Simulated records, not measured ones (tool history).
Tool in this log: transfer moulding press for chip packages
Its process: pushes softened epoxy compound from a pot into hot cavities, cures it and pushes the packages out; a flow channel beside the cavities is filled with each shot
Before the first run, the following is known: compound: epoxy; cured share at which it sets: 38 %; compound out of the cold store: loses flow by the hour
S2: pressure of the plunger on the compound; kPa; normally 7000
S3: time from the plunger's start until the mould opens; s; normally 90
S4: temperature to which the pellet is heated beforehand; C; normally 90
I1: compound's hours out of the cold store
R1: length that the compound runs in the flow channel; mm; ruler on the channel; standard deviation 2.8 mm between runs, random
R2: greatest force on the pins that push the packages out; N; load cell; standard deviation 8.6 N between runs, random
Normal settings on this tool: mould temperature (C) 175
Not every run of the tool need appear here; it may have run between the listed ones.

Run 1, hour 0.0: usual settings; I1 46.7. Result: R1 848 mm, R2 522 N.
Run 2, hour 14.7: usual settings; I1 11.0. Result: R1 996 mm, R2 542 N.
At hour 21.1: cavities cleaned with cleaning compound and waxed.
Run 3, hour 28.0: usual settings; I1 26.0. Result: R1 922 mm, R2 398 N.
Run 4, hour 46.9: usual settings but S4 96 C; I1 44.8. Result: R1 842 mm, R2 463 N.
Run 5, hour 62.6: usual settings but S3 96 s; I1 22.0. Result: R1 939 mm, R2 483 N.
Run 6, hour 73.7: usual settings; I1 30.7. Result: R1 896 mm, R2 512 N.
Run 7, hour 82.7: usual settings but S2 5490 kPa; I1 29.1. Result: R1 803 mm, R2 504 N.
Run 8, hour 97.5: usual settings but S4 80 C; I1 34.0. Result: R1 884 mm, R2 541 N.
At hour 108.1: plunger's sealing rings changed.
Run 9, hour 110.3: usual settings but mould temperature (C) 179, S2 7470 kPa, S3 87 s; I1 13.7. Result: R1 1045 mm, R2 545 N.
At hour 114.2: cavities cleaned with cleaning compound and waxed.
Run 10, hour 125.9: usual settings but mould temperature (C) 177, S2 7470 kPa, S3 105 s, S4 86 C; I1 40.7. Result: R1 928 mm, R2 375 N.
Run 11, hour 140.2: usual settings but mould temperature (C) 177, S2 7470 kPa, S3 105 s, S4 86 C; I1 40.1. Result: R1 923 mm, R2 425 N.

Each row is a separate what-if for the run after 11, all from the same tool condition, not one after another. Results?
Run A, hour 158.8: usual settings but S3 78 s; I1 28.5. Result: R1 ?, R2 ?.
Run B, hour 158.8: usual settings but mould temperature (C) 172, S2 7470 kPa, S3 105 s, S4 86 C; I1 13.5. Result: R1 ?, R2 ?.
Run C, hour 158.8: usual settings but S2 7470 kPa, S3 94 s, S4 82 C; I1 40.4. Result: R1 ?, R2 ?.
Run D, hour 158.8: usual settings but mould temperature (C) 181, S2 7470 kPa, S3 105 s, S4 86 C; I1 16.1. Result: R1 ?, R2 ?.

run    R1   R2
  A   958  573
  B  1074  484
  C   930  476
  D  1023  448
Without the tool's unlogged condition, the same runs would have read:
run    R1   R2
  A   968  438
  B  1084  365
  C   939  358
  D  1032  330
